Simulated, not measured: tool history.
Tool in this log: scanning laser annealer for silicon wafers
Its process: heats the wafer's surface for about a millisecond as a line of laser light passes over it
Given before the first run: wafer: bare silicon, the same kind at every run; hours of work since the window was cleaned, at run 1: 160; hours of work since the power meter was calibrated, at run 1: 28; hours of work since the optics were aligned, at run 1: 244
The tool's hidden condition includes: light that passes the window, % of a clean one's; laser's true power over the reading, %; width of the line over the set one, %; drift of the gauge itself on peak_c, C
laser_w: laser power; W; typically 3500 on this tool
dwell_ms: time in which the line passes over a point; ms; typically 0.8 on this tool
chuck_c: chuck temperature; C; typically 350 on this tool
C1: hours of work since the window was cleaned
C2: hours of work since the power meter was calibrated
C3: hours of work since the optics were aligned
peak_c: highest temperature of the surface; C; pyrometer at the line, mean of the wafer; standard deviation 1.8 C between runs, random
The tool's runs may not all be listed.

run 1 hour=0 | laser_w=3500 dwell_ms=0.8 chuck_c=350 | C1=160 C2=28 C3=244 | peak_c=1034
run 2 hour=5.9 | laser_w=3420 dwell_ms=0.8 chuck_c=350 | C1=163 C2=31 C3=247 | peak_c=1017
run 3 hour=11 | laser_w=3420 dwell_ms=0.8 chuck_c=350 | C1=166 C2=34 C3=250 | peak_c=1014
run 4 hour=18.7 | laser_w=3420 dwell_ms=0.8 chuck_c=388 | C1=170 C2=39 C3=255 | peak_c=1054
run 5 hour=28.5 | laser_w=3420 dwell_ms=0.8 chuck_c=388 | C1=176 C2=45 C3=260 | peak_c=1055
run 6 hour=39.3 | laser_w=3420 dwell_ms=0.8 chuck_c=388 | C1=183 C2=51 C3=267 | peak_c=1056
run 7 hour=50.5 | laser_w=3420 dwell_ms=0.8 chuck_c=388 | C1=189 C2=58 C3=273 | peak_c=1053
run 8 hour=55.9 | laser_w=3420 dwell_ms=0.8 chuck_c=388 | C1=192 C2=61 C3=276 | peak_c=1050
run 9 hour=61.6 | laser_w=3420 dwell_ms=0.8 chuck_c=388 | C1=196 C2=64 C3=280 | peak_c=1050
run 10 hour=69.8 | laser_w=3420 dwell_ms=0.8 chuck_c=388 | C1=200 C2=69 C3=284 | peak_c=1049
run 11 hour=80.3 | laser_w=3500 dwell_ms=0.8 chuck_c=350 | C1=206 C2=75 C3=291 | peak_c=1035
run 12 hour=89.8 | laser_w=3500 dwell_ms=0.8 chuck_c=350 | C1=212 C2=81 C3=296 | peak_c=1033
run 13 hour=95.1 | laser_w=2987 dwell_ms=0.8 chuck_c=351 | C1=215 C2=84 C3=299 | peak_c=907
run 14 hour=106.7 | laser_w=3378 dwell_ms=0.8 chuck_c=358 | C1=222 C2=90 C3=306 | peak_c=1011
-- hour=112.2 optics aligned, line set to its width
run 15 hour=119.8 | laser_w=3378 dwell_ms=0.8 chuck_c=358 | C1=227 C2=95 C3=4 | peak_c=1009
run 16 hour=130 | laser_w=3249 dwell_ms=0.8 chuck_c=334 | C1=233 C2=101 C3=10 | peak_c=949
run 17 hour=138.1 | laser_w=3566 dwell_ms=0.82 chuck_c=334 | C1=237 C2=106 C3=15 | peak_c=1044
run 18 hour=148.3 | laser_w=3566 dwell_ms=0.801 chuck_c=334 | C1=243 C2=112 C3=21 | peak_c=1030
run 19 hour=159.7 | laser_w=2994 dwell_ms=0.8 chuck_c=327 | C1=250 C2=118 C3=28 | peak_c=883
-- hour=170.8 optics aligned, line set to its width, once more
run 20 hour=172.9 | laser_w=3695 dwell_ms=0.666 chuck_c=350 | C1=255 C2=123 C3=1 | peak_c=1014
run 21 hour=180 | laser_w=3695 dwell_ms=0.666 chuck_c=350 | C1=259 C2=127 C3=5 | peak_c=1006

Here are 5 independent what-if runs from the current tool condition. What would each one return?
run A hour=190.9 | laser_w=3500 dwell_ms=0.8 chuck_c=358 | C1=265 C2=134 C3=12 | peak_c=?
run B hour=190.9 | laser_w=3695 dwell_ms=0.769 chuck_c=323 | C1=265 C2=134 C3=12 | peak_c=?
run C hour=190.9 | laser_w=3695 dwell_ms=0.666 chuck_c=343 | C1=265 C2=134 C3=12 | peak_c=?
run D hour=190.9 | laser_w=3500 dwell_ms=0.8 chuck_c=370 | C1=265 C2=134 C3=12 | peak_c=?
run E hour=190.9 | laser_w=3172 dwell_ms=0.8 chuck_c=350 | C1=265 C2=134 C3=12 | peak_c=?

run=A peak_c=1043
run=B peak_c=1045
run=C peak_c=1004
run=D peak_c=1060
run=E peak_c=950
Stripped of hidden state, with their random variation kept, the same runs would have yielded:
run=A peak_c=1060
run=B peak_c=1062
run=C peak_c=1020
run=D peak_c=1076
run=E peak_c=964

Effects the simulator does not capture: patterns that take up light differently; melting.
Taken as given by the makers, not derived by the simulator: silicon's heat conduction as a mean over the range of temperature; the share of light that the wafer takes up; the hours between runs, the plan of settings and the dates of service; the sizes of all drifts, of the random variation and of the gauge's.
